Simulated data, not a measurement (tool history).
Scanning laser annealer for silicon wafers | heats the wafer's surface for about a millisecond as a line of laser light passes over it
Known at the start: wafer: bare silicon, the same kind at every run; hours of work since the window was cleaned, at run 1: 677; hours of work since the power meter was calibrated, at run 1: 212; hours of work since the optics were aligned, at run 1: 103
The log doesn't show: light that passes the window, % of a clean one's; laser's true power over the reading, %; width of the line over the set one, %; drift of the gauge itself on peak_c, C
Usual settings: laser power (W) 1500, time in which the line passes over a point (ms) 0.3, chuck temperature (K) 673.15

run	hour	laser power (W)	time in which the line passes over a point (ms)	chuck temperature (K)	hours of work since the window was cleaned	hours of work since the power meter was calibrated	hours of work since the optics were aligned	highest temperature of the surface (K)
1	0	1500	0.3	673.15	677	212	103	1441.15
2	5.4	1500	0.3	673.15	682	216	107	1441.15
3	10	1500	0.3	655.15	685	219	111	1425.15
4	14.8	1500	0.254	673.15	689	223	114	1382.15
5	22.2	1500	0.254	673.15	695	229	120	1386.15
6	26	1500	0.254	673.15	697	232	123	1388.15
7	31.4	1500	0.254	673.15	702	236	127	1387.15
8	38.5	1635	0.254	673.15	707	241	133	1459.15
9	47.2	1500	0.327	673.15	714	248	139	1467.15
10	52.6	1500	0.3	673.15	718	252	144	1436.15
11	61.2	1500	0.234	673.15	725	259	150	1363.15
12	69.3	1500	0.3	673.15	731	265	156	1439.15
13	77.6	1500	0.3	673.15	737	271	163	1437.15
14	86.4	1500	0.3	697.15	744	278	170	1463.15
15	93.6	1414	0.3	673.15	750	284	175	1386.15
16	99.8	1414	0.3	673.15	754	289	180	1389.15
17	108.9	1500	0.35	673.15	761	296	187	1489.15
18	115	1500	0.3	667.15	766	300	192	1427.15
# hour 120.8: window over the wafer cleaned
19	123	1500	0.3	673.15	2	305	196	1469.15
20	126.8	1500	0.3	649.15	5	308	199	1446.15
21	135	1384	0.245	661.15	11	314	205	1332.15
22	140.4	1383	0.372	645.15	15	318	210	1450.15
23	144.6	1383	0.372	645.15	18	322	213	1448.15
24	152.6	1383	0.372	645.15	24	328	219	1448.15
25	157.1	1469	0.221	706.15	28	331	223	1389.15
26	164.8	1469	0.221	706.15	34	337	228	1389.15
27	168.7	1410	0.3	673.15	37	340	231	1419.15
28	174	1524	0.264	660.15	41	344	236	1427.15
29	181.8	1319	0.229	700.15	47	350	242	1318.15
30	190.1	1415	0.338	692.15	53	357	248	1476.15
31	196.2	1325	0.321	691.15	58	361	253	1408.15
32	202	1325	0.321	691.15	63	366	257	1409.15
33	209.6	1325	0.321	697.15	68	372	263	1414.15
34	216.2	1325	0.293	697.15	73	377	268	1389.15
35	224.5	1325	0.293	697.15	80	383	274	1391.15
36	232.5	1362	0.3	673.15	86	389	281	1390.15
37	238.7	1500	0.303	653.15	91	394	285	1451.15
38	245.2	1610	0.245	679.15	96	399	290	1465.15
39	253.5	1397	0.321	645.15	102	405	297	1405.15
40	259.7	1397	0.321	645.15	107	410	302	1403.15

Measured less the same run without the tool's hidden state. The same run-to-run variation is in both; the gauge's scatter may not be:
run	highest temperature of the surface (K)
1	-34
2	-35
3	-35
4	-33
5	-33
6	-33
7	-34
8	-37
9	-38
10	-37
11	-34
12	-38
13	-38
14	-39
15	-37
16	-37
17	-42
18	-40
19	-5
20	-5
21	-4
22	-5
23	-5
24	-5
25	-5
26	-6
27	-6
28	-6
29	-5
30	-7
31	-7
32	-7
33	-7
34	-7
35	-7
36	-8
37	-10
38	-10
39	-9
40	-10
